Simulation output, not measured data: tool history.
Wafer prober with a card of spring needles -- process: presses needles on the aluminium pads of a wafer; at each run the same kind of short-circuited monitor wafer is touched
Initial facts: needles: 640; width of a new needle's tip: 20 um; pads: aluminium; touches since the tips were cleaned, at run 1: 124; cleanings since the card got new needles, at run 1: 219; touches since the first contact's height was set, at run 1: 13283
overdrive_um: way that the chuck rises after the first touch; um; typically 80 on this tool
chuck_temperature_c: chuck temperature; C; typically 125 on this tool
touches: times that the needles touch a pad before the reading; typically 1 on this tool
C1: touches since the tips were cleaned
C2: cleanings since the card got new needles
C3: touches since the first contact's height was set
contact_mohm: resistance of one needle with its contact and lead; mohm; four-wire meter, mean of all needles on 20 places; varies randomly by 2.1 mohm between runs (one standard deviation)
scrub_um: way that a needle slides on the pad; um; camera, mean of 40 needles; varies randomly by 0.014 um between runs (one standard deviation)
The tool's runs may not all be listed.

run 1 hour=0 | overdrive_um=80 chuck_temperature_c=125 touches=1 | C1=124 C2=219 C3=13283 | contact_mohm=228 scrub_um=14.68
-- hour=7.7 tips cleaned on abrasive film
-- hour=15.4 tips cleaned on abrasive film
-- hour=24.9 tips cleaned on abrasive film
-- hour=34.5 tips cleaned on abrasive film
-- hour=46.5 card fitted with new needles
-- hour=54.2 tips cleaned on abrasive film
-- hour=61.9 tips cleaned on abrasive film
-- hour=71 tips cleaned on abrasive film
run 2 hour=71 | overdrive_um=80 chuck_temperature_c=50 touches=1 | C1=0 C2=3 C3=12017 | contact_mohm=212 scrub_um=14.73
-- hour=78.7 tips cleaned on abrasive film
-- hour=86.4 tips cleaned on abrasive film
-- hour=94.1 tips cleaned on abrasive film
run 3 hour=100.5 | overdrive_um=77 chuck_temperature_c=125 touches=1 | C1=3198 C2=6 C3=26495 | contact_mohm=226 scrub_um=14.17
-- hour=102.5 tips cleaned on abrasive film
-- hour=112.1 tips cleaned on abrasive film
-- hour=119.8 tips cleaned on abrasive film
-- hour=129.4 tips cleaned on abrasive film
-- hour=138.9 tips cleaned on abrasive film
-- hour=146.6 tips cleaned on abrasive film
-- hour=156.2 tips cleaned on abrasive film
run 4 hour=157.8 | overdrive_um=80 chuck_temperature_c=125 touches=1 | C1=795 C2=13 C3=54550 | contact_mohm=226 scrub_um=14.74
-- hour=165.5 tips cleaned on abrasive film
-- hour=175.1 tips cleaned on abrasive film
-- hour=184.6 tips cleaned on abrasive film
-- hour=194.2 tips cleaned on abrasive film
-- hour=201.9 tips cleaned on abrasive film
-- hour=211.5 tips cleaned on abrasive film
run 5 hour=217.2 | overdrive_um=73 chuck_temperature_c=125 touches=1 | C1=2857 C2=19 C3=83725 | contact_mohm=229 scrub_um=13.47
-- hour=219.2 tips cleaned on abrasive film
-- hour=226.9 tips cleaned on abrasive film
-- hour=234.8 height of the first contact set anew
-- hour=236.8 tips cleaned on abrasive film
-- hour=246.4 tips cleaned on abrasive film
-- hour=254.1 tips cleaned on abrasive film
-- hour=263 tips cleaned on abrasive film
run 6 hour=263 | overdrive_um=80 chuck_temperature_c=125 touches=1 | C1=0 C2=25 C3=13789 | contact_mohm=228 scrub_um=14.74
-- hour=272.6 tips cleaned on abrasive film
-- hour=280.3 tips cleaned on abrasive film
-- hour=289.8 tips cleaned on abrasive film
-- hour=297.5 tips cleaned on abrasive film
-- hour=307.1 tips cleaned on abrasive film
-- hour=314.8 tips cleaned on abrasive film
-- hour=324.4 tips cleaned on abrasive film
run 7 hour=324.6 | overdrive_um=96 chuck_temperature_c=66 touches=2 | C1=119 C2=32 C3=43985 | contact_mohm=213 scrub_um=17.71
-- hour=332.3 tips cleaned on abrasive film
-- hour=340 tips cleaned on abrasive film
-- hour=349.5 tips cleaned on abrasive film
-- hour=359.1 tips cleaned on abrasive film
run 8 hour=364 | overdrive_um=91 chuck_temperature_c=125 touches=3 | C1=2402 C2=36 C3=63310 | contact_mohm=229 scrub_um=16.79
-- hour=367.8 tips cleaned on abrasive film
-- hour=377.4 tips cleaned on abrasive film
-- hour=387 tips cleaned on abrasive film
run 9 hour=390.9 | overdrive_um=86 chuck_temperature_c=50 touches=1 | C1=1946 C2=39 C3=76535 | contact_mohm=209 scrub_um=15.85
-- hour=394.8 tips cleaned on abrasive film
-- hour=404.4 tips cleaned on abrasive film
-- hour=412.1 tips cleaned on abrasive film
-- hour=421.7 tips cleaned on abrasive film
-- hour=423.9 height of the first contact set anew
-- hour=431.5 tips cleaned on abrasive film
-- hour=439.2 tips cleaned on abrasive film
-- hour=448.8 tips cleaned on abrasive film
run 10 hour=452.2 | overdrive_um=81 chuck_temperature_c=33 touches=2 | C1=1679 C2=46 C3=13898 | contact_mohm=202 scrub_um=14.99
-- hour=458 tips cleaned on abrasive film
-- hour=467.5 tips cleaned on abrasive film
-- hour=477.1 tips cleaned on abrasive film
-- hour=486.7 tips cleaned on abrasive film
-- hour=496.3 tips cleaned on abrasive film
run 11 hour=502.3 | overdrive_um=96 chuck_temperature_c=108 touches=2 | C1=3014 C2=51 C3=38531 | contact_mohm=223 scrub_um=17.77
-- hour=504.3 tips cleaned on abrasive film
-- hour=512 tips cleaned on abrasive film
-- hour=521.6 tips cleaned on abrasive film
-- hour=531.2 tips cleaned on abrasive film
-- hour=538.9 tips cleaned on abrasive film
-- hour=546.5 tips cleaned on abrasive film
-- hour=554.2 tips cleaned on abrasive film
run 12 hour=561.1 | overdrive_um=68 chuck_temperature_c=76 touches=1 | C1=3425 C2=58 C3=67336 | contact_mohm=220 scrub_um=12.56

Forecast each of these 5 alternatives for the next run:
-- hour=563.1 tips cleaned on abrasive film
-- hour=570.8 tips cleaned on abrasive film
-- hour=580.4 tips cleaned on abrasive film
-- hour=588.1 tips cleaned on abrasive film
-- hour=595.7 tips cleaned on abrasive film
-- hour=605.3 tips cleaned on abrasive film
-- hour=612 height of the first contact set anew
run A hour=612 | overdrive_um=68 chuck_temperature_c=120 touches=1 | C1=3158 C2=64 C3=0 | contact_mohm=? scrub_um=?
-- hour=563.1 tips cleaned on abrasive film
-- hour=570.8 tips cleaned on abrasive film
-- hour=580.4 tips cleaned on abrasive film
-- hour=588.1 tips cleaned on abrasive film
-- hour=595.7 tips cleaned on abrasive film
-- hour=605.3 tips cleaned on abrasive film
-- hour=612 height of the first contact set anew
run B hour=612 | overdrive_um=80 chuck_temperature_c=125 touches=2 | C1=3158 C2=64 C3=0 | contact_mohm=? scrub_um=?
-- hour=563.1 tips cleaned on abrasive film
-- hour=570.8 tips cleaned on abrasive film
-- hour=580.4 tips cleaned on abrasive film
-- hour=588.1 tips cleaned on abrasive film
-- hour=595.7 tips cleaned on abrasive film
-- hour=605.3 tips cleaned on abrasive film
-- hour=612 height of the first contact set anew
run C hour=612 | overdrive_um=68 chuck_temperature_c=33 touches=2 | C1=3158 C2=64 C3=0 | contact_mohm=? scrub_um=?
-- hour=563.1 tips cleaned on abrasive film
-- hour=570.8 tips cleaned on abrasive film
-- hour=580.4 tips cleaned on abrasive film
-- hour=588.1 tips cleaned on abrasive film
-- hour=595.7 tips cleaned on abrasive film
-- hour=605.3 tips cleaned on abrasive film
-- hour=612 height of the first contact set anew
run D hour=612 | overdrive_um=68 chuck_temperature_c=40 touches=1 | C1=3158 C2=64 C3=0 | contact_mohm=? scrub_um=?
-- hour=563.1 tips cleaned on abrasive film
-- hour=570.8 tips cleaned on abrasive film
-- hour=580.4 tips cleaned on abrasive film
-- hour=588.1 tips cleaned on abrasive film
-- hour=595.7 tips cleaned on abrasive film
-- hour=605.3 tips cleaned on abrasive film
-- hour=612 height of the first contact set anew
run E hour=612 | overdrive_um=80 chuck_temperature_c=125 touches=3 | C1=3158 C2=64 C3=0 | contact_mohm=? scrub_um=?

run=A contact_mohm=230 scrub_um=12.59
run=B contact_mohm=227 scrub_um=14.84
run=C contact_mohm=209 scrub_um=12.59
run=D contact_mohm=210 scrub_um=12.58
run=E contact_mohm=226 scrub_um=14.8
Stripped of hidden state, with their random variation kept, the same runs would have yielded:
run=A contact_mohm=229 scrub_um=12.5
run=B contact_mohm=226 scrub_um=14.74
run=C contact_mohm=208 scrub_um=12.5
run=D contact_mohm=209 scrub_um=12.49
run=E contact_mohm=226 scrub_um=14.69

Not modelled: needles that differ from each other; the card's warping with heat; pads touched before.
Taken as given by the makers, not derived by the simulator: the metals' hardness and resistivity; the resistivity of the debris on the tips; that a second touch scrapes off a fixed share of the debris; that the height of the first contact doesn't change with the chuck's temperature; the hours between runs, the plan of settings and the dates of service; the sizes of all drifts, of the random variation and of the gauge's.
